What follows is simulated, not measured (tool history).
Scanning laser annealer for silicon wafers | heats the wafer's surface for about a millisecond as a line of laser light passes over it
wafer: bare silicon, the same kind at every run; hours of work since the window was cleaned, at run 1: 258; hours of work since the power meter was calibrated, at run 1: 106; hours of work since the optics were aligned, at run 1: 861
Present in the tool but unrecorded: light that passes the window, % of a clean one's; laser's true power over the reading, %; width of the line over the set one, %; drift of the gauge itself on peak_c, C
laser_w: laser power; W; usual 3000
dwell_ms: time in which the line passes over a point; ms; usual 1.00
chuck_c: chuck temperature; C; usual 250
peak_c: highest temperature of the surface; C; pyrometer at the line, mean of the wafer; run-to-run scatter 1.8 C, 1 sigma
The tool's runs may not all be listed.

run,hour,laser_w,dwell_ms,chuck_c,hours of work since the window was cleaned,hours of work since the power meter was calibrated,hours of work since the optics were aligned,peak_c
1,0.0,3000,1.00,250,258,106,861,965
2,26.4,3000,1.00,250,276,124,879,965
3,64.3,3000,1.00,250,302,150,905,965
4,97.8,3000,1.00,250,325,172,928,967
5,114.9,3000,1.00,250,336,184,939,965
6,156.0,3000,1.00,250,364,212,967,963
7,174.4,3000,1.00,250,377,224,980,966
8,196.1,2635,1.00,250,391,239,994,882
9,235.6,2635,1.00,250,418,266,1021,882
10,272.7,2635,1.00,250,443,291,1046,883
11,296.4,3000,1.00,283,459,307,1062,1002
# hour 327.8: optics aligned, line set to its width
12,331.6,2558,0.89,254,480,328,3,829
13,349.7,3045,0.97,230,492,340,15,945
14,384.2,3045,0.97,230,516,363,38,943
15,411.5,3045,0.97,230,534,382,57,944

Here are 3 independent what-if runs from the current tool condition. What would each one return?
A,449.3,2994,1.00,250,560,407,82,?
B,449.3,3000,1.18,250,560,407,82,?
C,449.3,3000,1.00,226,560,407,82,?

run,peak_c
A,966
B,1035
C,943
Stripped of hidden state, with their random variation kept, the same runs would have yielded:
run,peak_c
A,967
B,1036
C,944
